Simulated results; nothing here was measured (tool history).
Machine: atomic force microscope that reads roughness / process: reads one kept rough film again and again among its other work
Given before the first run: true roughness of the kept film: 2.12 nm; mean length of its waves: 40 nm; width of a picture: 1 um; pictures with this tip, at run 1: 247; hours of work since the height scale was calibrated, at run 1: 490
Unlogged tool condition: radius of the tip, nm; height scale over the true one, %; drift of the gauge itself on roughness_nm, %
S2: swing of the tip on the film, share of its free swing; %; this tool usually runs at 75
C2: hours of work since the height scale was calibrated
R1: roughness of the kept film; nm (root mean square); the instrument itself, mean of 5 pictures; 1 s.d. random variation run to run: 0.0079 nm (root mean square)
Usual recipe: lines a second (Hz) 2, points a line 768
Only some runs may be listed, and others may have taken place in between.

run 1 hour=0 | lines_a_second_(Hz)=2 S2=75 points_a_line=768 | pictures_with_this_tip=247 C2=490 | R1=1.538
run 2 hour=19.7 | lines_a_second_(Hz)=2 S2=75 points_a_line=768 | pictures_with_this_tip=266 C2=501 | R1=1.529
run 3 hour=37.9 | lines_a_second_(Hz)=2 S2=75 points_a_line=768 | pictures_with_this_tip=283 C2=511 | R1=1.522
run 4 hour=49.6 | lines_a_second_(Hz)=2 S2=75 points_a_line=465 | pictures_with_this_tip=295 C2=518 | R1=1.505
run 5 hour=67.9 | lines_a_second_(Hz)=2 S2=75 points_a_line=465 | pictures_with_this_tip=312 C2=528 | R1=1.492
run 6 hour=78.7 | lines_a_second_(Hz)=3.55 S2=63 points_a_line=1005 | pictures_with_this_tip=323 C2=534 | R1=1.516
-- hour=87.2 new tip fitted
run 7 hour=90 | lines_a_second_(Hz)=3.55 S2=63 points_a_line=1005 | pictures_with_this_tip=2 C2=540 | R1=1.732
run 8 hour=103.1 | lines_a_second_(Hz)=2.29 S2=71 points_a_line=833 | pictures_with_this_tip=15 C2=548 | R1=1.714
run 9 hour=123.7 | lines_a_second_(Hz)=2.29 S2=87 points_a_line=833 | pictures_with_this_tip=35 C2=559 | R1=1.459
run 10 hour=143.8 | lines_a_second_(Hz)=2.08 S2=75 points_a_line=768 | pictures_with_this_tip=55 C2=571 | R1=1.664

Some steps in R1 between neighbouring runs. How much of each would the tool show without its hidden state too (settings, what came in, random variation), and how much is left for the hidden state, with any gauge scatter that isn't in both results?
Run 6 -> 7: new tip fitted. R1 +0.216 nm (root mean square): hidden state +0.225, all else -0.009.
Run 8 -> 9: S2 71 -> 87. R1 -0.255 nm (root mean square): hidden state -0.011, all else -0.244.
